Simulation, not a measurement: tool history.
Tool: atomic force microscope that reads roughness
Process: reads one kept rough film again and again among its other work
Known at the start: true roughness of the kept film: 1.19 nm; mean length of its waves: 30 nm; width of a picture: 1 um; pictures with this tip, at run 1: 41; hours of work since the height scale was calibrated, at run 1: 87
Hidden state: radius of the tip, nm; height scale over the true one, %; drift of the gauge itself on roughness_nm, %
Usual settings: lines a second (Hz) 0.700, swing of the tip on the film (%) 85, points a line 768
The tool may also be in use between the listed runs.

run	hour	lines a second (Hz)	swing of the tip on the film (%)	points a line	pictures with this tip	hours of work since the height scale was calibrated	roughness of the kept film (nm (root mean square))
1	0.0	0.700	85	768	41	87	1.045
2	10.0	0.527	85	768	62	95	1.057
3	20.8	0.527	85	768	84	103	1.053
4	31.0	0.527	85	768	105	111	1.045
5	42.1	0.527	85	768	128	120	1.071
6	52.9	0.527	85	768	151	129	1.063
7	61.8	0.527	85	768	169	136	1.066
# hour 67.0: new tip fitted
8	67.0	0.527	58	768	0	139	1.106
9	74.7	0.527	58	768	16	146	1.116
10	81.3	0.943	85	510	30	151	1.015
11	86.5	0.700	85	774	41	155	1.042
12	91.1	0.700	85	774	50	159	1.044
13	100.8	0.700	85	362	70	166	1.036
14	111.1	0.700	59	362	92	175	1.093
15	116.9	0.727	56	533	104	179	1.101
16	122.6	0.727	56	533	116	184	1.107
17	129.0	0.727	56	533	129	189	1.102

5 ways to go on from here, each from the tool as it stands after run 17. What would each give?
A	134.6	0.727	88	533	141	193	?
B	134.6	1.406	59	263	141	193	?
C	134.6	1.653	76	559	141	193	?
D	134.6	1.319	73	397	141	193	?
E	134.6	3.251	73	768	141	193	?

run	roughness of the kept film (nm (root mean square))
A	1.028
B	1.066
C	0.994
D	1.027
E	0.930
Without the tool's hidden state the same runs would have given:
run	roughness of the kept film (nm (root mean square))
A	1.032
B	1.070
C	0.997
D	1.030
E	0.933

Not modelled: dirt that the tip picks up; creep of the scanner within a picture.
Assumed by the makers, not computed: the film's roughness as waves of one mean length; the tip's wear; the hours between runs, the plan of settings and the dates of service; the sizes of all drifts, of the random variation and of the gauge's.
